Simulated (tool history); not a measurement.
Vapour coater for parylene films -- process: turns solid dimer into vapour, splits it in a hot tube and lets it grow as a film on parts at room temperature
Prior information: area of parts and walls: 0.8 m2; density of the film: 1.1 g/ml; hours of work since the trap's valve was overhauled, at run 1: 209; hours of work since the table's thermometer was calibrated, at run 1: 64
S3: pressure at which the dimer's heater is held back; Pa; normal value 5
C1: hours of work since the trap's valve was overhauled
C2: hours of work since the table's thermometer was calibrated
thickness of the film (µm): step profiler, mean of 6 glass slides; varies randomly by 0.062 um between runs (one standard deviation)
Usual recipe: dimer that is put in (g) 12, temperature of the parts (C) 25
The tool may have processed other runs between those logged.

run 1 hour=0 | dimer_that_is_put_in_(g)=12 temperature_of_the_parts_(C)=25 S3=5 | C1=209 C2=64 | thickness_of_the_film_(µm)=6.89
run 2 hour=23.7 | dimer_that_is_put_in_(g)=12 temperature_of_the_parts_(C)=25 S3=5 | C1=225 C2=80 | thickness_of_the_film_(µm)=6.91
run 3 hour=51 | dimer_that_is_put_in_(g)=11 temperature_of_the_parts_(C)=25 S3=5 | C1=243 C2=98 | thickness_of_the_film_(µm)=6.23
run 4 hour=70 | dimer_that_is_put_in_(g)=12 temperature_of_the_parts_(C)=25 S3=5 | C1=256 C2=111 | thickness_of_the_film_(µm)=6.67
run 5 hour=89 | dimer_that_is_put_in_(g)=12 temperature_of_the_parts_(C)=25 S3=5 | C1=269 C2=124 | thickness_of_the_film_(µm)=6.7
run 6 hour=111.5 | dimer_that_is_put_in_(g)=12 temperature_of_the_parts_(C)=25 S3=5 | C1=284 C2=139 | thickness_of_the_film_(µm)=6.7
run 7 hour=133.5 | dimer_that_is_put_in_(g)=12 temperature_of_the_parts_(C)=25 S3=9.59 | C1=299 C2=154 | thickness_of_the_film_(µm)=6.18
run 8 hour=155.3 | dimer_that_is_put_in_(g)=12 temperature_of_the_parts_(C)=32 S3=5 | C1=314 C2=168 | thickness_of_the_film_(µm)=5.97
run 9 hour=180.8 | dimer_that_is_put_in_(g)=12 temperature_of_the_parts_(C)=25 S3=5 | C1=331 C2=186 | thickness_of_the_film_(µm)=6.74
run 10 hour=213.7 | dimer_that_is_put_in_(g)=12 temperature_of_the_parts_(C)=25 S3=10.54 | C1=353 C2=208 | thickness_of_the_film_(µm)=6.04
run 11 hour=243.3 | dimer_that_is_put_in_(g)=12 temperature_of_the_parts_(C)=25 S3=10.54 | C1=373 C2=228 | thickness_of_the_film_(µm)=5.92
run 12 hour=260.7 | dimer_that_is_put_in_(g)=12 temperature_of_the_parts_(C)=25 S3=10.54 | C1=385 C2=239 | thickness_of_the_film_(µm)=5.99
-- hour=277.2 trap's valve overhauled
run 13 hour=279.3 | dimer_that_is_put_in_(g)=12 temperature_of_the_parts_(C)=25 S3=5 | C1=1 C2=249 | thickness_of_the_film_(µm)=6.08
run 14 hour=307.5 | dimer_that_is_put_in_(g)=12 temperature_of_the_parts_(C)=25 S3=5 | C1=20 C2=268 | thickness_of_the_film_(µm)=6.04
run 15 hour=323.4 | dimer_that_is_put_in_(g)=12 temperature_of_the_parts_(C)=25 S3=5 | C1=31 C2=279 | thickness_of_the_film_(µm)=6.04
run 16 hour=351.4 | dimer_that_is_put_in_(g)=12 temperature_of_the_parts_(C)=25 S3=5 | C1=50 C2=298 | thickness_of_the_film_(µm)=6.01
run 17 hour=366.5 | dimer_that_is_put_in_(g)=12 temperature_of_the_parts_(C)=25 S3=11.6 | C1=60 C2=308 | thickness_of_the_film_(µm)=5.3
run 18 hour=381.7 | dimer_that_is_put_in_(g)=12 temperature_of_the_parts_(C)=25 S3=11.6 | C1=71 C2=318 | thickness_of_the_film_(µm)=5.38
-- hour=392.5 trap's valve overhauled, once more
run 19 hour=415.8 | dimer_that_is_put_in_(g)=12 temperature_of_the_parts_(C)=25 S3=5 | C1=16 C2=339 | thickness_of_the_film_(µm)=7.34
run 20 hour=430.6 | dimer_that_is_put_in_(g)=12 temperature_of_the_parts_(C)=25 S3=5 | C1=26 C2=349 | thickness_of_the_film_(µm)=7.33
run 21 hour=446.8 | dimer_that_is_put_in_(g)=12 temperature_of_the_parts_(C)=18 S3=4.3 | C1=37 C2=360 | thickness_of_the_film_(µm)=8.31
run 22 hour=472.7 | dimer_that_is_put_in_(g)=12 temperature_of_the_parts_(C)=33 S3=5 | C1=54 C2=377 | thickness_of_the_film_(µm)=6.38
run 23 hour=497.4 | dimer_that_is_put_in_(g)=12 temperature_of_the_parts_(C)=33 S3=5 | C1=71 C2=394 | thickness_of_the_film_(µm)=6.43
run 24 hour=520.7 | dimer_that_is_put_in_(g)=7 temperature_of_the_parts_(C)=24 S3=8.2 | C1=87 C2=410 | thickness_of_the_film_(µm)=3.98
run 25 hour=542.5 | dimer_that_is_put_in_(g)=6 temperature_of_the_parts_(C)=24 S3=8.2 | C1=101 C2=424 | thickness_of_the_film_(µm)=3.42
run 26 hour=561.3 | dimer_that_is_put_in_(g)=6 temperature_of_the_parts_(C)=30 S3=8.2 | C1=114 C2=437 | thickness_of_the_film_(µm)=3.11
run 27 hour=591.9 | dimer_that_is_put_in_(g)=6 temperature_of_the_parts_(C)=30 S3=8.25 | C1=135 C2=458 | thickness_of_the_film_(µm)=3.08
run 28 hour=606.8 | dimer_that_is_put_in_(g)=17 temperature_of_the_parts_(C)=30 S3=8.25 | C1=145 C2=468 | thickness_of_the_film_(µm)=8.69
run 29 hour=636.6 | dimer_that_is_put_in_(g)=7 temperature_of_the_parts_(C)=35 S3=5.15 | C1=165 C2=488 | thickness_of_the_film_(µm)=3.49
run 30 hour=665.1 | dimer_that_is_put_in_(g)=7 temperature_of_the_parts_(C)=32 S3=4.04 | C1=184 C2=507 | thickness_of_the_film_(µm)=3.72
run 31 hour=682.4 | dimer_that_is_put_in_(g)=8 temperature_of_the_parts_(C)=17 S3=4.36 | C1=196 C2=519 | thickness_of_the_film_(µm)=5.36
run 32 hour=697.5 | dimer_that_is_put_in_(g)=8 temperature_of_the_parts_(C)=17 S3=4.36 | C1=206 C2=529 | thickness_of_the_film_(µm)=5.41
run 33 hour=713.7 | dimer_that_is_put_in_(g)=12 temperature_of_the_parts_(C)=30 S3=5 | C1=217 C2=540 | thickness_of_the_film_(µm)=6.33
run 34 hour=736 | dimer_that_is_put_in_(g)=12 temperature_of_the_parts_(C)=18 S3=5 | C1=232 C2=555 | thickness_of_the_film_(µm)=7.79
run 35 hour=756.7 | dimer_that_is_put_in_(g)=12 temperature_of_the_parts_(C)=25 S3=4.62 | C1=246 C2=569 | thickness_of_the_film_(µm)=6.83
run 36 hour=774.8 | dimer_that_is_put_in_(g)=5 temperature_of_the_parts_(C)=28 S3=2.17 | C1=258 C2=581 | thickness_of_the_film_(µm)=2.96
run 37 hour=790.5 | dimer_that_is_put_in_(g)=9 temperature_of_the_parts_(C)=19 S3=9.91 | C1=269 C2=592 | thickness_of_the_film_(µm)=5.22
run 38 hour=803.8 | dimer_that_is_put_in_(g)=20 temperature_of_the_parts_(C)=23 S3=6.83 | C1=278 C2=601 | thickness_of_the_film_(µm)=11.18

What if the next run were any one of these 4? Each begins from the tool's condition after run 38:
run A hour=834.3 | dimer_that_is_put_in_(g)=20 temperature_of_the_parts_(C)=26 S3=6.83 | C1=298 C2=621 | thickness_of_the_film_(µm)=?
run B hour=834.3 | dimer_that_is_put_in_(g)=7 temperature_of_the_parts_(C)=23 S3=6.83 | C1=298 C2=621 | thickness_of_the_film_(µm)=?
run C hour=834.3 | dimer_that_is_put_in_(g)=20 temperature_of_the_parts_(C)=23 S3=6.83 | C1=298 C2=621 | thickness_of_the_film_(µm)=?
run D hour=834.3 | dimer_that_is_put_in_(g)=12 temperature_of_the_parts_(C)=25 S3=11.27 | C1=298 C2=621 | thickness_of_the_film_(µm)=?

run=A thickness_of_the_film_(µm)=10.55
run=B thickness_of_the_film_(µm)=3.9
run=C thickness_of_the_film_(µm)=11.38
run=D thickness_of_the_film_(µm)=6.1
The same runs, with their run-to-run variation unchanged, on a tool lacking any hidden condition would have given:
run=A thickness_of_the_film_(µm)=11.51
run=B thickness_of_the_film_(µm)=4.26
run=C thickness_of_the_film_(µm)=12.43
run=D thickness_of_the_film_(µm)=6.66

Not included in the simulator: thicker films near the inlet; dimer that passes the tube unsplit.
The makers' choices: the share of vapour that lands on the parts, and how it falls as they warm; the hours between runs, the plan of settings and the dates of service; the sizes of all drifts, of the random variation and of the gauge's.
